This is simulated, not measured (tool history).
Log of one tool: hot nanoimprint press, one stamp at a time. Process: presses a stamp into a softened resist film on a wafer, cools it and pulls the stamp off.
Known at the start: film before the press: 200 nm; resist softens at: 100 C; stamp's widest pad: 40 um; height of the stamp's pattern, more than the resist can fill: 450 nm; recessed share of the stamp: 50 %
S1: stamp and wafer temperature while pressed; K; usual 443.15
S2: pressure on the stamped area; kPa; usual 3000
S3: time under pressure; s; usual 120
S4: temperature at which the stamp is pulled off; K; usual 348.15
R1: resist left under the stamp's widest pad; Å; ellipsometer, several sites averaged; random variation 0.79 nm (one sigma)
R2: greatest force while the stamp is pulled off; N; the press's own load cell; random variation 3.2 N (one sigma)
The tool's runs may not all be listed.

{"run": 1, "hour": 0.0, "S1": 443.15, "S2": 3000, "S3": 120, "S4": 348.15, "R1": 1071, "R2": 167}
{"hour": 36.2, "done": "plate thermocouple calibrated"}
{"run": 2, "hour": 40.1, "S1": 443.15, "S2": 3000, "S3": 120, "S4": 348.15, "R1": 1036, "R2": 175}
{"run": 3, "hour": 85.4, "S1": 443.15, "S2": 3000, "S3": 120, "S4": 348.15, "R1": 1035, "R2": 177}
{"run": 4, "hour": 129.8, "S1": 443.15, "S2": 3000, "S3": 120, "S4": 348.15, "R1": 1039, "R2": 186}
{"run": 5, "hour": 155.4, "S1": 443.15, "S2": 3000, "S3": 120, "S4": 348.15, "R1": 1050, "R2": 182}
{"run": 6, "hour": 192.5, "S1": 443.15, "S2": 3000, "S3": 120, "S4": 348.15, "R1": 1045, "R2": 191}
{"run": 7, "hour": 214.4, "S1": 443.15, "S2": 3000, "S3": 120, "S4": 348.15, "R1": 1059, "R2": 199}
{"run": 8, "hour": 235.4, "S1": 442.15, "S2": 3000, "S3": 120, "S4": 348.15, "R1": 1088, "R2": 197}
{"run": 9, "hour": 280.2, "S1": 443.15, "S2": 3000, "S3": 120, "S4": 348.15, "R1": 1071, "R2": 202}
{"run": 10, "hour": 302.1, "S1": 443.15, "S2": 3000, "S3": 120, "S4": 348.15, "R1": 1060, "R2": 210}
{"run": 11, "hour": 335.9, "S1": 443.15, "S2": 3000, "S3": 120, "S4": 348.15, "R1": 1062, "R2": 219}
{"run": 12, "hour": 359.5, "S1": 443.15, "S2": 3000, "S3": 127, "S4": 348.15, "R1": 1036, "R2": 225}
{"run": 13, "hour": 383.7, "S1": 443.15, "S2": 3000, "S3": 120, "S4": 348.15, "R1": 1053, "R2": 210}
{"hour": 429.3, "done": "stamp cleaned and given a new release coat"}
{"run": 14, "hour": 429.3, "S1": 443.15, "S2": 3000, "S3": 120, "S4": 348.15, "R1": 1070, "R2": 158}
{"run": 15, "hour": 449.3, "S1": 443.15, "S2": 3000, "S3": 120, "S4": 348.15, "R1": 1071, "R2": 156}
{"run": 16, "hour": 482.9, "S1": 444.15, "S2": 3000, "S3": 78, "S4": 348.15, "R1": 1194, "R2": 162}
{"run": 17, "hour": 526.2, "S1": 444.15, "S2": 3000, "S3": 78, "S4": 348.15, "R1": 1187, "R2": 169}
{"hour": 545.0, "done": "plate thermocouple calibrated"}
{"run": 18, "hour": 563.5, "S1": 448.15, "S2": 2140, "S3": 120, "S4": 345.15, "R1": 992, "R2": 173}
{"run": 19, "hour": 584.0, "S1": 448.15, "S2": 2140, "S3": 120, "S4": 345.15, "R1": 992, "R2": 183}
{"run": 20, "hour": 622.7, "S1": 439.15, "S2": 3590, "S3": 203, "S4": 346.15, "R1": 970, "R2": 174}

Run 21 comes next. What will it give?
{"run": 21, "hour": 650.1, "S1": 449.15, "S2": 3590, "S3": 134, "S4": 346.15, "R1": "?", "R2": "?"}

Run 21 gave R1 736 Å, R2 186 N.
Without the tool's hidden state the same run would have given R1 705 Å, R2 157 N.
